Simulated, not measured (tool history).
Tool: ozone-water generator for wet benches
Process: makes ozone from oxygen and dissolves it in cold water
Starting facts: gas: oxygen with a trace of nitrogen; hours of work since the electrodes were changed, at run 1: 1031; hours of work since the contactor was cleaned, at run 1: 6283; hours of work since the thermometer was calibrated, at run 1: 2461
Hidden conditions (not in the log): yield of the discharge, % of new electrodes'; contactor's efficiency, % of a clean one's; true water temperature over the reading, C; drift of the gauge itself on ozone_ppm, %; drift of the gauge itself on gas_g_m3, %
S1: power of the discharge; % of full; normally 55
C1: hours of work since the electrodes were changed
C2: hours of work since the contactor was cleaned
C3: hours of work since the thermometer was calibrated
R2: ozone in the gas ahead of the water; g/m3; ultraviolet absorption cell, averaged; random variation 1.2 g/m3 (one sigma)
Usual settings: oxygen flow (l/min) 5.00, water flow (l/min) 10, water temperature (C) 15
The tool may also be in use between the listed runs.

Run 1, hour 0.0: usual settings; C1 1031; C2 6283; C3 2461. Result: dissolved ozone (ppm) 33.5, R2 224.9 g/m3.
Run 2, hour 31.8: usual settings but water temperature (C) 10; C1 1055; C2 6307; C3 2486. Result: dissolved ozone (ppm) 36.6, R2 222.6 g/m3.
Run 3, hour 48.4: usual settings but water temperature (C) 10; C1 1068; C2 6320; C3 2499. Result: dissolved ozone (ppm) 36.6, R2 223.7 g/m3.
Run 4, hour 71.2: usual settings; C1 1085; C2 6337; C3 2516. Result: dissolved ozone (ppm) 33.6, R2 222.5 g/m3.
Run 5, hour 100.9: usual settings but S1 66 % of full; C1 1108; C2 6360; C3 2539. Result: dissolved ozone (ppm) 37.7, R2 249.3 g/m3.
Run 6, hour 135.0: usual settings but S1 66 % of full; C1 1134; C2 6386; C3 2565. Result: dissolved ozone (ppm) 37.3, R2 251.1 g/m3.
Run 7, hour 159.9: usual settings but oxygen flow (l/min) 3.04; C1 1153; C2 6406; C3 2584. Result: dissolved ozone (ppm) 35.3, R2 298.7 g/m3.
Run 8, hour 175.6: usual settings but oxygen flow (l/min) 3.04; C1 1165; C2 6418; C3 2596. Result: dissolved ozone (ppm) 35.8, R2 296.0 g/m3.
Run 9, hour 197.6: usual settings but oxygen flow (l/min) 3.04; C1 1182; C2 6435; C3 2613. Result: dissolved ozone (ppm) 35.8, R2 297.9 g/m3.
Run 10, hour 229.1: usual settings; C1 1207; C2 6459; C3 2637. Result: dissolved ozone (ppm) 33.4, R2 220.9 g/m3.
Run 11, hour 247.3: usual settings; C1 1221; C2 6473; C3 2651. Result: dissolved ozone (ppm) 33.2, R2 221.1 g/m3.
Run 12, hour 276.2: usual settings; C1 1243; C2 6495; C3 2673. Result: dissolved ozone (ppm) 33.2, R2 221.7 g/m3.
Run 13, hour 296.6: usual settings; C1 1258; C2 6511; C3 2689. Result: dissolved ozone (ppm) 33.5, R2 220.4 g/m3.
Run 14, hour 320.8: usual settings; C1 1277; C2 6529; C3 2708. Result: dissolved ozone (ppm) 33.3, R2 218.4 g/m3.
Run 15, hour 354.8: usual settings but oxygen flow (l/min) 8.32; C1 1303; C2 6555; C3 2734. Result: dissolved ozone (ppm) 29.9, R2 160.8 g/m3.
Run 16, hour 389.9: usual settings but oxygen flow (l/min) 8.32; C1 1330; C2 6582; C3 2761. Result: dissolved ozone (ppm) 29.6, R2 162.7 g/m3.
Run 17, hour 422.7: usual settings; C1 1355; C2 6607; C3 2786. Result: dissolved ozone (ppm) 33.5, R2 218.7 g/m3.
Run 18, hour 443.2: usual settings but S1 60 % of full, oxygen flow (l/min) 3.16, water flow (l/min) 6; C1 1371; C2 6623; C3 2802. Result: dissolved ozone (ppm) 54.3, R2 306.8 g/m3.
Run 19, hour 476.4: usual settings but oxygen flow (l/min) 2.52, water temperature (C) 7; C1 1397; C2 6649; C3 2827. Result: dissolved ozone (ppm) 39.1, R2 327.4 g/m3.
Run 20, hour 492.8: usual settings but oxygen flow (l/min) 6.03, water temperature (C) 9; C1 1409; C2 6661; C3 2840. Result: dissolved ozone (ppm) 35.9, R2 196.6 g/m3.
Run 21, hour 522.6: usual settings but oxygen flow (l/min) 4.14, water flow (l/min) 7; C1 1432; C2 6684; C3 2863. Result: dissolved ozone (ppm) 44.0, R2 244.1 g/m3.
Run 22, hour 553.4: usual settings but water temperature (C) 17; C1 1456; C2 6708; C3 2886. Result: dissolved ozone (ppm) 31.8, R2 217.8 g/m3.
Run 23, hour 576.9: usual settings but water temperature (C) 17; C1 1474; C2 6726; C3 2904. Result: dissolved ozone (ppm) 31.9, R2 216.7 g/m3.
At hour 607.6: gauge calibrated.
Run 24, hour 613.4: usual settings but S1 58 % of full, oxygen flow (l/min) 3.20, water flow (l/min) 16, water temperature (C) 8; C1 1502; C2 6754; C3 2932. Result: dissolved ozone (ppm) 25.3, R2 301.5 g/m3.
Run 25, hour 647.0: usual settings but S1 58 % of full, oxygen flow (l/min) 3.20, water flow (l/min) 16, water temperature (C) 8; C1 1528; C2 6780; C3 2958. Result: dissolved ozone (ppm) 25.5, R2 299.9 g/m3.
Run 26, hour 666.8: usual settings but S1 62 % of full, water flow (l/min) 12, water temperature (C) 13; C1 1543; C2 6795; C3 2973. Result: dissolved ozone (ppm) 32.5, R2 238.6 g/m3.
Run 27, hour 695.5: usual settings but S1 75 % of full, oxygen flow (l/min) 2.83, water temperature (C) 11; C1 1565; C2 6817; C3 2996. Result: dissolved ozone (ppm) 46.0, R2 378.3 g/m3.
Run 28, hour 728.7: usual settings but S1 50 % of full, water temperature (C) 18; C1 1590; C2 6843; C3 3021. Result: dissolved ozone (ppm) 29.8, R2 208.1 g/m3.
Run 29, hour 758.6: usual settings but S1 82 % of full, oxygen flow (l/min) 6.85, water flow (l/min) 15; C1 1613; C2 6865; C3 3044. Result: dissolved ozone (ppm) 29.8, R2 239.1 g/m3.
Run 30, hour 793.5: usual settings but S1 59 % of full; C1 1640; C2 6892; C3 3071. Result: dissolved ozone (ppm) 35.1, R2 231.6 g/m3.
Run 31, hour 827.8: usual settings but S1 45 % of full, oxygen flow (l/min) 7.03, water temperature (C) 21; C1 1666; C2 6919; C3 3097. Result: dissolved ozone (ppm) 24.2, R2 158.7 g/m3.
Run 32, hour 855.8: usual settings but S1 45 % of full, oxygen flow (l/min) 7.03, water temperature (C) 21; C1 1688; C2 6940; C3 3119. Result: dissolved ozone (ppm) 23.9, R2 159.0 g/m3.
Run 33, hour 873.1: usual settings but S1 62 % of full, oxygen flow (l/min) 6.20, water temperature (C) 8; C1 1701; C2 6953; C3 3132. Result: dissolved ozone (ppm) 39.3, R2 207.2 g/m3.
Run 34, hour 892.5: usual settings but S1 62 % of full, oxygen flow (l/min) 6.20, water flow (l/min) 9, water temperature (C) 22; C1 1716; C2 6968; C3 3147. Result: dissolved ozone (ppm) 31.7, R2 209.3 g/m3.

Predict each of these 3 candidate next runs independently; none follows another, all start after run 34:
Run A, hour 911.0: usual settings but S1 64 % of full, oxygen flow (l/min) 6.86; C1 1730; C2 6983; C3 3161. Result: dissolved ozone (ppm) ?, R2 ?.
Run B, hour 911.0: usual settings but S1 62 % of full, oxygen flow (l/min) 6.20, water flow (l/min) 9, water temperature (C) 22; C1 1730; C2 6983; C3 3161. Result: dissolved ozone (ppm) ?, R2 ?.
Run C, hour 911.0: usual settings but water flow (l/min) 13; C1 1730; C2 6983; C3 3161. Result: dissolved ozone (ppm) ?, R2 ?.

run  dissolved ozone (ppm)     R2
  A                   34.3  202.3
  B                   31.8  209.2
  C                   27.1  221.1
With no hidden state in the tool, these same runs would have given:
run  dissolved ozone (ppm)     R2
  A                   34.3  205.3
  B                   31.9  212.3
  C                   27.1  224.3
